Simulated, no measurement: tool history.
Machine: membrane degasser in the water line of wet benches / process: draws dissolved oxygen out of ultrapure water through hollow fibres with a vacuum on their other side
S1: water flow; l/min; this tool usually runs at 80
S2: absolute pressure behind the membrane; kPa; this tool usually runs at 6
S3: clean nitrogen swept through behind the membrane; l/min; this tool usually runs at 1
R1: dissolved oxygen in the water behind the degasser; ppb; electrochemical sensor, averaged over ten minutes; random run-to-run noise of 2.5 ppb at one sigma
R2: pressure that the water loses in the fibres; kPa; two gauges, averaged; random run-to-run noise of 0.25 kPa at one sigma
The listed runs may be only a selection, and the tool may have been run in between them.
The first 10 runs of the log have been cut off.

Run 11, hour 2239.3: usual settings. Result: R1 409.2 ppb, R2 71.45 kPa.
Run 12, hour 2418.2: usual settings. Result: R1 404.2 ppb, R2 71.52 kPa.
At hour 2546: vacuum gauge calibrated, once more.
Run 13, hour 2650.2: usual settings but S2 10.75 kPa. Result: R1 936.7 ppb, R2 71.47 kPa.
Run 14, hour 2867.9: usual settings but S1 74 l/min, S2 10.75 kPa. Result: R1 889.5 ppb, R2 66.48 kPa.
Run 15, hour 3089.9: usual settings. Result: R1 376.1 ppb, R2 71.79 kPa.
Run 16, hour 3270.8: usual settings. Result: R1 372.8 ppb, R2 71.96 kPa.
Run 17, hour 3435.2: usual settings but S1 56 l/min, S2 12.67 kPa. Result: R1 911.2 ppb, R2 50.53 kPa.
Run 18, hour 3769.5: usual settings but S1 56 l/min, S2 14.9 kPa, S3 1.64 l/min. Result: R1 773.9 ppb, R2 51 kPa.
Run 19, hour 4009.4: usual settings but S2 4.77 kPa. Result: R1 219.4 ppb, R2 72.7 kPa.
Run 20, hour 4195.6: usual settings but S1 93 l/min, S2 4.97 kPa, S3 1.73 l/min. Result: R1 198.4 ppb, R2 84.7 kPa.
Run 21, hour 4453.8: usual settings but S2 4.91 kPa. Result: R1 240.9 ppb, R2 72.99 kPa.
Run 22, hour 4604.8: usual settings but S2 4.91 kPa. Result: R1 238.6 ppb, R2 73.04 kPa.
Run 23, hour 4745.1: usual settings but S1 64 l/min, S2 9.61 kPa, S3 0.73 l/min. Result: R1 848.7 ppb, R2 58.23 kPa.
At hour 4892.2: membrane cartridge changed.
Run 24, hour 5079.9: usual settings but S1 64 l/min, S2 9.61 kPa, S3 0.73 l/min. Result: R1 854.8 ppb, R2 52.12 kPa.
Run 25, hour 5219.8: usual settings but S3 0.65 l/min. Result: R1 492 ppb, R2 64.86 kPa.
Run 26, hour 5388.2: usual settings but S1 58 l/min, S2 9.5 kPa, S3 0.65 l/min. Result: R1 861.1 ppb, R2 47.31 kPa.
Run 27, hour 5539.1: usual settings but S1 58 l/min, S2 9.5 kPa, S3 0.65 l/min. Result: R1 864.3 ppb, R2 46.95 kPa.
Run 28, hour 5792.5: usual settings but S1 58 l/min, S2 9.5 kPa, S3 0.65 l/min. Result: R1 851.1 ppb, R2 47.55 kPa.
Run 29, hour 5983.4: usual settings but S1 101 l/min, S2 3.81 kPa. Result: R1 123 ppb, R2 82.29 kPa.
Run 30, hour 6305.5: usual settings but S1 101 l/min, S2 10.14 kPa, S3 1.08 l/min. Result: R1 987.7 ppb, R2 82.4 kPa.
Run 31, hour 6625.3: usual settings but S1 72 l/min, S2 5.5 kPa. Result: R1 297.8 ppb, R2 59.2 kPa.
Run 32, hour 6883.6: usual settings but S1 72 l/min, S2 12.58 kPa, S3 0.71 l/min. Result: R1 1319.6 ppb, R2 59.78 kPa.

What if the next run were any one of these 3? Each begins from the tool's condition after run 32:
Run A, hour 7103.8: usual settings but S1 71 l/min, S2 11.29 kPa, S3 0.5 l/min. Result: R1 ?, R2 ?.
Run B, hour 7103.8: usual settings but S2 13.44 kPa, S3 0.64 l/min. Result: R1 ?, R2 ?.
Run C, hour 7103.8: usual settings but S1 72 l/min, S2 13.89 kPa, S3 0.71 l/min. Result: R1 ?, R2 ?.

run      R1     R2
  A  1371.6  58.89
  B  1601.5   65.8
  C  1485.3  59.57
With no hidden state in the tool, these same runs would have given:
run      R1     R2
  A  1352.7  57.94
  B  1584.2  64.74
  C  1469.5   58.6

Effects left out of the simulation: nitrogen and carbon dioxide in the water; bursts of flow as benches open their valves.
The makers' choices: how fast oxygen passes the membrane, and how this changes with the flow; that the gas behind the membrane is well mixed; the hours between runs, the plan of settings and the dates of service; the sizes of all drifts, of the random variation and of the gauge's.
